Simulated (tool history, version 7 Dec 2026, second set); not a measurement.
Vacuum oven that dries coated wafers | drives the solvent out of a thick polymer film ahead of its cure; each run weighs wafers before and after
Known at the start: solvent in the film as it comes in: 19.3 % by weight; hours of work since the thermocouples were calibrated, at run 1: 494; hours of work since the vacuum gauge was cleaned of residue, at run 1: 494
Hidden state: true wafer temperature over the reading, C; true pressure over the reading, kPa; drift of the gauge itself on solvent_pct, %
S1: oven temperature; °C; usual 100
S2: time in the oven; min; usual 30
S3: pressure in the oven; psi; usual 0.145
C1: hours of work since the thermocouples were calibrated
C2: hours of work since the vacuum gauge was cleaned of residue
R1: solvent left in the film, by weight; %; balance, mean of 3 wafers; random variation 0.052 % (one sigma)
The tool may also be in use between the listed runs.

{"run": 1, "hour": 0.0, "S1": 100, "S2": 30, "S3": 0.145, "C1": 494, "C2": 494, "R1": 1.52}
{"run": 2, "hour": 56.1, "S1": 100, "S2": 30, "S3": 0.145, "C1": 532, "C2": 532, "R1": 1.44}
{"run": 3, "hour": 120.4, "S1": 100, "S2": 30, "S3": 0.145, "C1": 577, "C2": 577, "R1": 1.52}
{"run": 4, "hour": 207.5, "S1": 100, "S2": 30, "S3": 0.145, "C1": 637, "C2": 637, "R1": 1.48}
{"run": 5, "hour": 291.9, "S1": 100, "S2": 30, "S3": 0.145, "C1": 695, "C2": 695, "R1": 1.48}
{"run": 6, "hour": 358.9, "S1": 100, "S2": 30, "S3": 0.145, "C1": 741, "C2": 741, "R1": 1.49}
{"run": 7, "hour": 442.2, "S1": 100, "S2": 30, "S3": 0.145, "C1": 799, "C2": 799, "R1": 1.49}
{"run": 8, "hour": 497.0, "S1": 100, "S2": 30, "S3": 0.145, "C1": 836, "C2": 836, "R1": 1.55}
{"run": 9, "hour": 576.1, "S1": 100, "S2": 30, "S3": 0.145, "C1": 891, "C2": 891, "R1": 1.45}
{"run": 10, "hour": 631.8, "S1": 100, "S2": 30, "S3": 0.145, "C1": 930, "C2": 930, "R1": 1.56}
{"run": 11, "hour": 692.2, "S1": 100, "S2": 30, "S3": 0.145, "C1": 971, "C2": 971, "R1": 1.52}
{"run": 12, "hour": 755.6, "S1": 100, "S2": 30, "S3": 0.145, "C1": 1015, "C2": 1015, "R1": 1.45}
{"run": 13, "hour": 812.3, "S1": 100, "S2": 30, "S3": 0.145, "C1": 1054, "C2": 1054, "R1": 1.59}
{"run": 14, "hour": 901.0, "S1": 100, "S2": 30, "S3": 0.145, "C1": 1115, "C2": 1115, "R1": 1.47}
{"run": 15, "hour": 947.2, "S1": 100, "S2": 30, "S3": 0.145, "C1": 1147, "C2": 1147, "R1": 1.46}
{"run": 16, "hour": 1009.8, "S1": 100, "S2": 30, "S3": 0.387, "C1": 1190, "C2": 1190, "R1": 2.42}
{"run": 17, "hour": 1063.6, "S1": 100, "S2": 30, "S3": 0.145, "C1": 1227, "C2": 1227, "R1": 1.6}
{"run": 18, "hour": 1153.7, "S1": 100, "S2": 30, "S3": 0.145, "C1": 1290, "C2": 1290, "R1": 1.39}
{"run": 19, "hour": 1218.6, "S1": 100, "S2": 30, "S3": 0.145, "C1": 1334, "C2": 1334, "R1": 1.47}
{"hour": 1287.2, "done": "oven's thermocouples calibrated"}
{"run": 20, "hour": 1299.4, "S1": 100, "S2": 30, "S3": 0.145, "C1": 8, "C2": 1389, "R1": 1.56}
{"run": 21, "hour": 1360.6, "S1": 100, "S2": 30, "S3": 0.365, "C1": 51, "C2": 1431, "R1": 2.47}
{"run": 22, "hour": 1425.7, "S1": 98, "S2": 22, "S3": 0.084, "C1": 96, "C2": 1476, "R1": 2.68}
{"run": 23, "hour": 1513.1, "S1": 102, "S2": 22, "S3": 0.084, "C1": 156, "C2": 1536, "R1": 2.04}
{"run": 24, "hour": 1575.4, "S1": 86, "S2": 45, "S3": 0.193, "C1": 199, "C2": 1579, "R1": 2.77}
{"run": 25, "hour": 1667.2, "S1": 86, "S2": 45, "S3": 0.193, "C1": 262, "C2": 1642, "R1": 2.72}
{"run": 26, "hour": 1721.9, "S1": 86, "S2": 45, "S3": 0.193, "C1": 300, "C2": 1680, "R1": 2.81}
{"run": 27, "hour": 1780.7, "S1": 94, "S2": 18, "S3": 0.193, "C1": 340, "C2": 1721, "R1": 4.98}
{"run": 28, "hour": 1842.1, "S1": 115, "S2": 30, "S3": 0.325, "C1": 383, "C2": 1763, "R1": 0.89}
{"run": 29, "hour": 1921.8, "S1": 112, "S2": 24, "S3": 0.461, "C1": 438, "C2": 1818, "R1": 1.6}
{"run": 30, "hour": 1968.7, "S1": 112, "S2": 24, "S3": 0.461, "C1": 470, "C2": 1851, "R1": 1.62}
{"run": 31, "hour": 2008.0, "S1": 112, "S2": 24, "S3": 0.461, "C1": 497, "C2": 1878, "R1": 1.61}
{"run": 32, "hour": 2083.5, "S1": 112, "S2": 42, "S3": 0.461, "C1": 549, "C2": 1930, "R1": 1.25}
{"run": 33, "hour": 2143.0, "S1": 112, "S2": 24, "S3": 0.074, "C1": 590, "C2": 1971, "R1": 0.62}
{"run": 34, "hour": 2231.9, "S1": 112, "S2": 24, "S3": 0.074, "C1": 652, "C2": 2032, "R1": 0.67}
{"run": 35, "hour": 2285.1, "S1": 93, "S2": 30, "S3": 0.09, "C1": 688, "C2": 2069, "R1": 2.4}
{"run": 36, "hour": 2369.3, "S1": 93, "S2": 32, "S3": 0.345, "C1": 747, "C2": 2127, "R1": 3.38}
{"run": 37, "hour": 2409.0, "S1": 95, "S2": 32, "S3": 0.157, "C1": 774, "C2": 2154, "R1": 2.09}
{"run": 38, "hour": 2484.0, "S1": 112, "S2": 32, "S3": 0.157, "C1": 826, "C2": 2206, "R1": 0.48}
{"run": 39, "hour": 2558.0, "S1": 87, "S2": 16, "S3": 0.418, "C1": 877, "C2": 2257, "R1": 8.31}
{"run": 40, "hour": 2628.6, "S1": 92, "S2": 30, "S3": 0.145, "C1": 925, "C2": 2306, "R1": 2.81}
{"run": 41, "hour": 2716.5, "S1": 104, "S2": 30, "S3": 0.145, "C1": 986, "C2": 2366, "R1": 1.15}
{"run": 42, "hour": 2808.4, "S1": 86, "S2": 30, "S3": 0.299, "C1": 1049, "C2": 2430, "R1": 5}

How the hidden state differs across the entries between the runs, from the last listed run before each to the first after it:
Between runs 19 and 20: oven's thermocouples calibrated (hour 1287.2)
  true wafer temperature over the reading, C: -0.05 -> 0.01; true pressure over the reading, kPa: 0.019 -> 0.02
